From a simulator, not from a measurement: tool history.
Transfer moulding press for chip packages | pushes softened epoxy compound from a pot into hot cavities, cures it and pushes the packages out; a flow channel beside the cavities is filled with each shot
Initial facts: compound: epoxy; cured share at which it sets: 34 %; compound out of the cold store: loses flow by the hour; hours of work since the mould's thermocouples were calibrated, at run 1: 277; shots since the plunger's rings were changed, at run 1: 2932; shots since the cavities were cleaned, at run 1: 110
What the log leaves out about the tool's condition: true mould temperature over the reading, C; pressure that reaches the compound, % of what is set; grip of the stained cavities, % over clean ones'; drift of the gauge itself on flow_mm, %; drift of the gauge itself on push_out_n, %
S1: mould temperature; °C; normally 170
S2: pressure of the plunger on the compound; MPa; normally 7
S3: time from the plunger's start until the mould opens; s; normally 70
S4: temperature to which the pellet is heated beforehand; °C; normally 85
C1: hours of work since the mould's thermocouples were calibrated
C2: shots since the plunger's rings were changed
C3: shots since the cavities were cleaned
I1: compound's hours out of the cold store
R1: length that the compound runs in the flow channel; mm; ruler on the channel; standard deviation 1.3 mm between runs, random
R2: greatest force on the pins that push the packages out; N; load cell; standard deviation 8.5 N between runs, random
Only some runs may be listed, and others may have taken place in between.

run,hour,S1,S2,S3,S4,C1,C2,C3,I1,R1,R2
1,0,170,7,70,85,277,2932,110,12.7,989,429
# hour 22.1: cavities cleaned with cleaning compound and waxed
# hour 33.7: plunger's sealing rings changed
2,33.7,170,7,70,85,299,0,156,34.9,960,455
# hour 53.9: cavities cleaned with cleaning compound and waxed
3,54.4,170,7,70,85,313,333,8,33.9,959,361
4,67.2,170,7,70,85,322,555,230,38.6,948,472
# hour 81.5: cavities cleaned with cleaning compound and waxed
5,91.5,170,7,70,85,339,950,172,39.6,943,432
6,107,170,7,70,85,350,1218,440,15.8,992,560
# hour 110.6: cavities cleaned with cleaning compound and waxed
7,128.2,170,7,70,85,364,1560,306,21.7,977,502
# hour 139.8: cavities cleaned with cleaning compound and waxed
8,143.7,170,7,70,85,375,1801,67,9.3,1002,399
9,160.2,170,7,70,85,387,2089,355,8.9,1002,524
# hour 168.3: cavities cleaned with cleaning compound and waxed
10,185.7,170,7,70,85,404,2504,302,10,995,525
# hour 197.2: cavities cleaned with cleaning compound and waxed
11,203.5,170,7,70,85,416,2785,109,38.7,932,425
# hour 225.5: cavities cleaned with cleaning compound and waxed
12,232.8,170,7,70,85,436,3267,126,33.3,937,430
# hour 241.9: mould's thermocouples calibrated
# hour 248.9: plunger's sealing rings changed
# hour 259.7: cavities cleaned with cleaning compound and waxed
13,262.8,170,7,70,85,12,215,54,13.1,1012,426
14,277.5,170,7,70,85,23,469,308,32.8,966,520
# hour 288.1: cavities cleaned with cleaning compound and waxed
15,295.4,163,7,70,85,35,754,126,40.1,975,719
16,314.1,163,7,70,85,49,1077,449,43,966,895
# hour 318.6: cavities cleaned with cleaning compound and waxed
# hour 347: cavities cleaned with cleaning compound and waxed
17,347.6,170,5.85,71,85,71,1605,9,14.1,911,381
# hour 376.6: cavities cleaned with cleaning compound and waxed
18,379.3,170,5.85,71,85,93,2129,47,44,850,374
19,400,170,5.85,71,85,108,2488,406,9.6,917,546
# hour 404.4: cavities cleaned with cleaning compound and waxed
20,416.4,170,5.85,71,85,119,2745,207,43.7,844,444
# hour 433.3: cavities cleaned with cleaning compound and waxed
21,443.9,162,5.85,71,85,137,3195,183,29.8,899,832
# hour 460.9: plunger's sealing rings changed
# hour 464.6: cavities cleaned with cleaning compound and waxed
22,476.9,162,8.45,71,88,159,250,212,45.3,1065,799
# hour 494: cavities cleaned with cleaning compound and waxed
23,507.2,169,7.84,65,76,180,749,228,29.8,1031,680
# hour 521.6: cavities cleaned with cleaning compound and waxed
24,530.2,167,8.38,51,91,195,1122,149,33.5,1055,1094
# hour 549.8: cavities cleaned with cleaning compound and waxed
25,561.9,166,6.63,109,84,217,1645,210,31.6,947,311
# hour 579: cavities cleaned with cleaning compound and waxed
26,584.2,176,6.87,96,94,232,2005,90,17.4,950,250
# hour 609.2: cavities cleaned with cleaning compound and waxed
27,615.2,173,7,70,85,254,2515,104,47.1,910,342
# hour 637.5: cavities cleaned with cleaning compound and waxed
28,642.2,173,7,77,85,272,2957,82,25,950,286

Hidden state or all else? Some run-to-run changes of R1, split into what the settings, what came in and random variation would give without the hidden state, and what is left for the hidden state (with any gauge scatter that isn't in both results):
Run 1 -> 2: cavities cleaned with cleaning compound and waxed, plunger's sealing rings changed. R1 -29 mm: hidden state +22, all else -51.
Run 12 -> 13: mould's thermocouples calibrated, plunger's sealing rings changed, cavities cleaned with cleaning compound and waxed. R1 +75 mm: hidden state +26, all else +49.
Run 21 -> 22: S2 5.85 -> 8.45, S4 85 -> 88, plunger's sealing rings changed, cavities cleaned with cleaning compound and waxed. R1 +166 mm: hidden state +18, all else +148.
Run 24 -> 25: S1 167 -> 166, S2 8.38 -> 6.63, S3 51 -> 109, S4 91 -> 84, cavities cleaned with cleaning compound and waxed. R1 -108 mm: hidden state -3, all else -105.

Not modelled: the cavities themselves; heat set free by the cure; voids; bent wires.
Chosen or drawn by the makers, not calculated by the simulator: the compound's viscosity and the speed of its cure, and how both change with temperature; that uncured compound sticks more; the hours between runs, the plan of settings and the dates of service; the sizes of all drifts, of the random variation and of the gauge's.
